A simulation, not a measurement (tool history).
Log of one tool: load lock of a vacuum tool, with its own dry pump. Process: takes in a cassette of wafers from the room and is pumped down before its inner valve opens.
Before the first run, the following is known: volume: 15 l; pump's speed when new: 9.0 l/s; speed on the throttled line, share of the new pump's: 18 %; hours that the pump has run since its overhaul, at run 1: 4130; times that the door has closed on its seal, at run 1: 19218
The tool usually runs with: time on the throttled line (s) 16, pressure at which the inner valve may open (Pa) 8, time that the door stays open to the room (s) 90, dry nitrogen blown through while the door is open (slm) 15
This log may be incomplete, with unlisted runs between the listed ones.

run    hour  time on the throttled line (s)  pressure at which the inner valve may open (Pa)  time that the door stays open to the room (s)  dry nitrogen blown through while the door is open (slm)  hours that the pump has run since its overhaul  times that the door has closed on its seal  incoming humidity of the room's air, %  time from the closed door until the inner valve may open (s)  rise of the pressure with all valves shut (Pa/min)
  1       0                              16                                                8                                             90                                                       15                                            4130                                       19218                                    44.8                                                          29.7                                                0.21
  2   121.4                              16                                                8                                             90                                                       15                                            4251                                       19591                                    48.4                                                          29.7                                                0.21
  3   225.2                              16                                                8                                             90                                                       15                                            4355                                       19910                                    46.3                                                          29.6                                               0.219
  4     311                              16                                                8                                             90                                                       15                                            4441                                       20173                                    43.7                                                            30                                                0.22
  5   455.2                              16                                                8                                             90                                                       15                                            4585                                       20616                                    42.5                                                          29.7                                               0.231
  6   591.4                              16                                                8                                             90                                                       15                                            4721                                       21035                                    43.3                                                          29.8                                               0.228
  7   704.3                              16                                                8                                             90                                                       15                                            4834                                       21381                                    48.5                                                            30                                               0.242
  8   803.5                              16                                                8                                             90                                                       15                                            4933                                       21686                                    47.8                                                          29.7                                               0.235
  9   946.8                              16                                                8                                             90                                                       15                                            5077                                       22126                                    48.9                                                          29.6                                               0.245
 10  1021.6                              16                                                8                                             90                                                       15                                            5151                                       22356                                    42.1                                                          29.7                                               0.252
 11  1172.2                              24                                               14                                             26                                                       36                                            5302                                       22819                                    43.8                                                          35.2                                               0.229

What does the tool deliver on the next run?
 12  1253.1                              24                                               14                                             26                                                       22                                            5383                                       23067                                      45                                                             ?                                                   ?

time from the closed door until the inner valve may open (s): 35.2
rise of the pressure with all valves shut (Pa/min): 0.24
With the hidden condition absent and the run-to-run variation left alone, this run would have shown time from the closed door until the inner valve may open (s) 34.5, rise of the pressure with all valves shut (Pa/min) 0.03.
